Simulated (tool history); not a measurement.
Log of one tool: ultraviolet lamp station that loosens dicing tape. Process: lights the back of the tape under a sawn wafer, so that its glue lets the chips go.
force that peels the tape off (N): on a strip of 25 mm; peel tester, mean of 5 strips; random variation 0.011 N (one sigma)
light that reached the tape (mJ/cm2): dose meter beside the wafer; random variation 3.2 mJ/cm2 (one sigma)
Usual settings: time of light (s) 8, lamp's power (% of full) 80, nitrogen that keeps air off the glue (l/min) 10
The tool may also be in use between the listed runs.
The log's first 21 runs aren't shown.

| run | hour | time of light (s) | lamp's power (% of full) | nitrogen that keeps air off the glue (l/min) | force that peels the tape off (N) | light that reached the tape (mJ/cm2) |
|---|---|---|---|---|---|---|
| 22 | 502.9 | 8 | 80 | 10 | 0.823 | 374 |
| 23 | 520.5 | 8 | 80 | 10 | 0.865 | 370 |
| 24 | 557.8 | 8 | 80 | 10 | 0.901 | 362 |
| 25 | 575.4 | 7 | 80 | 7 | 1.280 | 313 |
| 26 | 608.3 | 9 | 64 | 5 | 1.415 | 323 |
| 27 | 641.0 | 7 | 80 | 7 | 1.332 | 300 |
| 28 | 676.7 | 7 | 80 | 7 | 1.330 | 298 |
| 29 | 711.9 | 7 | 72 | 7 | 1.537 | 263 |
| 30 | 727.8 | 8 | 78 | 10 | 1.092 | 324 |
| 31 | 763.2 | 5 | 80 | 15 | 1.702 | 204 |
| 32 | 792.5 | 10 | 81 | 4 | 1.116 | 402 |
| 33 | 827.9 | 13 | 77 | 4 | 0.835 | 491 |
| 34 | 860.4 | 13 | 77 | 4 | 0.881 | 483 |
| 35 | 878.1 | 4 | 76 | 18 | 2.258 | 145 |
|  | 892.2 | window cleaned of glue's vapour |
| 36 | 907.7 | 8 | 80 | 9 | 1.116 | 323 |
| 37 | 936.5 | 8 | 80 | 9 | 1.135 | 315 |
| 38 | 960.6 | 10 | 78 | 10 | 0.828 | 378 |
| 39 | 976.2 | 10 | 78 | 10 | 0.819 | 375 |
| 40 | 1010.9 | 10 | 78 | 10 | 0.900 | 362 |
| 41 | 1043.1 | 10 | 78 | 10 | 0.908 | 356 |
| 42 | 1062.5 | 10 | 78 | 10 | 0.929 | 357 |
| 43 | 1081.6 | 4 | 80 | 10 | 2.518 | 145 |
| 44 | 1111.4 | 6 | 80 | 10 | 1.801 | 213 |

Forecast each of these 3 alternatives for the next run:
| A | 1128.3 | 5 | 61 | 10 | ? | ? |
| B | 1128.3 | 12 | 80 | 10 | ? | ? |
| C | 1128.3 | 6 | 97 | 4 | ? | ? |

| run | force that peels the tape off (N) | light that reached the tape (mJ/cm2) |
|---|---|---|
| A | 2.664 | 132 |
| B | 0.662 | 417 |
| C | 1.925 | 255 |
Without the tool's hidden state the same runs would have given:
| run | force that peels the tape off (N) | light that reached the tape (mJ/cm2) |
|---|---|---|
| A | 1.578 | 238 |
| B | 0.211 | 750 |
| C | 0.923 | 459 |

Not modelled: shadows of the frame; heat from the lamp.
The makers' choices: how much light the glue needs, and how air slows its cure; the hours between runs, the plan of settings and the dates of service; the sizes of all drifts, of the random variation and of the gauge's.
